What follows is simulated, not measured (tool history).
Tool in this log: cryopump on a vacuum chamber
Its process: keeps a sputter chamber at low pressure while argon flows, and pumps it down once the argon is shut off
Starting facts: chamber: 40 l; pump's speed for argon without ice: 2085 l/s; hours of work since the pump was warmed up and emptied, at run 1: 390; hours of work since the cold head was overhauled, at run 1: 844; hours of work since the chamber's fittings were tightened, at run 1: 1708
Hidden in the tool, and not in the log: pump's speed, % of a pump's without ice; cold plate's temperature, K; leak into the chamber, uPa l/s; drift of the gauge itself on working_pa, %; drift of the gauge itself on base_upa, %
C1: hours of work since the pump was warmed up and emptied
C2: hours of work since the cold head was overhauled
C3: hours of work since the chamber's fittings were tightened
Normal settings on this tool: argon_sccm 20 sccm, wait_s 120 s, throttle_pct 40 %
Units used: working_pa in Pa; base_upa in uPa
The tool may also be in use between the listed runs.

{"run": 1, "hour": 0.0, "argon_sccm": 20, "wait_s": 120, "throttle_pct": 40, "C1": 390, "C2": 844, "C3": 1708, "working_pa": 0.0441, "base_upa": 1.76}
{"run": 2, "hour": 47.3, "argon_sccm": 20, "wait_s": 120, "throttle_pct": 40, "C1": 412, "C2": 865, "C3": 1730, "working_pa": 0.0441, "base_upa": 1.8}
{"run": 3, "hour": 79.9, "argon_sccm": 20, "wait_s": 120, "throttle_pct": 40, "C1": 427, "C2": 880, "C3": 1745, "working_pa": 0.0431, "base_upa": 1.77}
{"run": 4, "hour": 124.6, "argon_sccm": 20, "wait_s": 120, "throttle_pct": 40, "C1": 448, "C2": 901, "C3": 1766, "working_pa": 0.0438, "base_upa": 1.84}
{"hour": 134.7, "done": "pump warmed up, emptied and cooled again"}
{"run": 5, "hour": 181.1, "argon_sccm": 20, "wait_s": 120, "throttle_pct": 40, "C1": 21, "C2": 925, "C3": 1789, "working_pa": 0.0402, "base_upa": 1.59}
{"run": 6, "hour": 211.8, "argon_sccm": 20, "wait_s": 42, "throttle_pct": 40, "C1": 35, "C2": 939, "C3": 1804, "working_pa": 0.0407, "base_upa": 2.72}
{"run": 7, "hour": 255.1, "argon_sccm": 20, "wait_s": 120, "throttle_pct": 17, "C1": 55, "C2": 959, "C3": 1824, "working_pa": 0.0959, "base_upa": 1.66}
{"run": 8, "hour": 314.1, "argon_sccm": 20, "wait_s": 120, "throttle_pct": 40, "C1": 83, "C2": 986, "C3": 1851, "working_pa": 0.0417, "base_upa": 1.61}
{"run": 9, "hour": 360.4, "argon_sccm": 20, "wait_s": 120, "throttle_pct": 42, "C1": 104, "C2": 1007, "C3": 1872, "working_pa": 0.0396, "base_upa": 1.68}
{"run": 10, "hour": 410.8, "argon_sccm": 20, "wait_s": 120, "throttle_pct": 42, "C1": 127, "C2": 1030, "C3": 1895, "working_pa": 0.0395, "base_upa": 1.75}
{"run": 11, "hour": 469.5, "argon_sccm": 12, "wait_s": 120, "throttle_pct": 40, "C1": 154, "C2": 1057, "C3": 1922, "working_pa": 0.0257, "base_upa": 1.8}
{"run": 12, "hour": 514.9, "argon_sccm": 12, "wait_s": 120, "throttle_pct": 40, "C1": 175, "C2": 1078, "C3": 1943, "working_pa": 0.0247, "base_upa": 1.76}
{"run": 13, "hour": 559.4, "argon_sccm": 25, "wait_s": 120, "throttle_pct": 40, "C1": 195, "C2": 1099, "C3": 1964, "working_pa": 0.0534, "base_upa": 1.8}
{"run": 14, "hour": 607.7, "argon_sccm": 20, "wait_s": 120, "throttle_pct": 40, "C1": 218, "C2": 1121, "C3": 1986, "working_pa": 0.0426, "base_upa": 1.84}
{"run": 15, "hour": 641.2, "argon_sccm": 20, "wait_s": 120, "throttle_pct": 40, "C1": 233, "C2": 1136, "C3": 2001, "working_pa": 0.0433, "base_upa": 1.87}
{"run": 16, "hour": 706.3, "argon_sccm": 20, "wait_s": 120, "throttle_pct": 40, "C1": 263, "C2": 1166, "C3": 2031, "working_pa": 0.0436, "base_upa": 1.83}
{"run": 17, "hour": 755.9, "argon_sccm": 20, "wait_s": 120, "throttle_pct": 20, "C1": 286, "C2": 1189, "C3": 2054, "working_pa": 0.0831, "base_upa": 1.92}
{"run": 18, "hour": 792.4, "argon_sccm": 20, "wait_s": 120, "throttle_pct": 20, "C1": 303, "C2": 1206, "C3": 2071, "working_pa": 0.0846, "base_upa": 1.97}
{"run": 19, "hour": 827.1, "argon_sccm": 20, "wait_s": 120, "throttle_pct": 20, "C1": 319, "C2": 1222, "C3": 2087, "working_pa": 0.0849, "base_upa": 1.99}
{"run": 20, "hour": 871.1, "argon_sccm": 20, "wait_s": 120, "throttle_pct": 37, "C1": 339, "C2": 1242, "C3": 2107, "working_pa": 0.0467, "base_upa": 1.96}
{"run": 21, "hour": 940.4, "argon_sccm": 9, "wait_s": 47, "throttle_pct": 16, "C1": 371, "C2": 1274, "C3": 2139, "working_pa": 0.0467, "base_upa": 2.84}
{"run": 22, "hour": 997.4, "argon_sccm": 8, "wait_s": 46, "throttle_pct": 28, "C1": 397, "C2": 1300, "C3": 2165, "working_pa": 0.0251, "base_upa": 3.12}
{"run": 23, "hour": 1056.8, "argon_sccm": 9, "wait_s": 44, "throttle_pct": 35, "C1": 424, "C2": 1327, "C3": 2192, "working_pa": 0.0225, "base_upa": 3.13}
{"run": 24, "hour": 1101.1, "argon_sccm": 12, "wait_s": 31, "throttle_pct": 40, "C1": 445, "C2": 1348, "C3": 2213, "working_pa": 0.0271, "base_upa": 3.7}
{"hour": 1118.6, "done": "pump warmed up, emptied and cooled again"}
{"run": 25, "hour": 1145.0, "argon_sccm": 12, "wait_s": 31, "throttle_pct": 40, "C1": 12, "C2": 1366, "C3": 2231, "working_pa": 0.025, "base_upa": 3.61}
{"run": 26, "hour": 1211.6, "argon_sccm": 20, "wait_s": 147, "throttle_pct": 40, "C1": 43, "C2": 1396, "C3": 2261, "working_pa": 0.041, "base_upa": 1.77}
{"run": 27, "hour": 1278.2, "argon_sccm": 36, "wait_s": 39, "throttle_pct": 18, "C1": 73, "C2": 1427, "C3": 2292, "working_pa": 0.163, "base_upa": 3.05}
{"run": 28, "hour": 1320.5, "argon_sccm": 22, "wait_s": 51, "throttle_pct": 40, "C1": 93, "C2": 1446, "C3": 2311, "working_pa": 0.0461, "base_upa": 2.67}
{"run": 29, "hour": 1373.2, "argon_sccm": 8, "wait_s": 51, "throttle_pct": 15, "C1": 117, "C2": 1471, "C3": 2336, "working_pa": 0.0439, "base_upa": 2.7}
{"run": 30, "hour": 1443.0, "argon_sccm": 34, "wait_s": 220, "throttle_pct": 42, "C1": 149, "C2": 1503, "C3": 2368, "working_pa": 0.0684, "base_upa": 1.71}
{"run": 31, "hour": 1478.9, "argon_sccm": 34, "wait_s": 220, "throttle_pct": 42, "C1": 166, "C2": 1519, "C3": 2384, "working_pa": 0.0685, "base_upa": 1.77}
{"run": 32, "hour": 1529.5, "argon_sccm": 16, "wait_s": 141, "throttle_pct": 18, "C1": 189, "C2": 1543, "C3": 2408, "working_pa": 0.0738, "base_upa": 1.92}
{"run": 33, "hour": 1571.1, "argon_sccm": 16, "wait_s": 141, "throttle_pct": 18, "C1": 208, "C2": 1562, "C3": 2427, "working_pa": 0.0739, "base_upa": 2.0}

Across each entry between runs, compare the hidden state at the last listed run before it with the hidden state at the first listed run after it:
Runs 4 to 5: pump warmed up, emptied and cooled again (hour 134.7)
  pump's speed, % of a pump's without ice: 79.6 -> 98.8; cold plate's temperature, K: 12.35 -> 12.36; leak into the chamber, uPa l/s: 2085 -> 2108
  difference, measured minus the result without the unlogged condition, working_pa: +0.0043 -> +0.0003 Pa; base_upa: +1.12 -> +0.89 uPa
Runs 24 to 25: pump warmed up, emptied and cooled again (hour 1118.6)
  pump's speed, % of a pump's without ice: 77.1 -> 99.3; cold plate's temperature, K: 12.51 -> 12.52; leak into the chamber, uPa l/s: 2509 -> 2526
  difference, measured minus the result without the unlogged condition, working_pa: +0.0030 -> +0.0002 Pa; base_upa: +1.40 -> +1.14 uPa
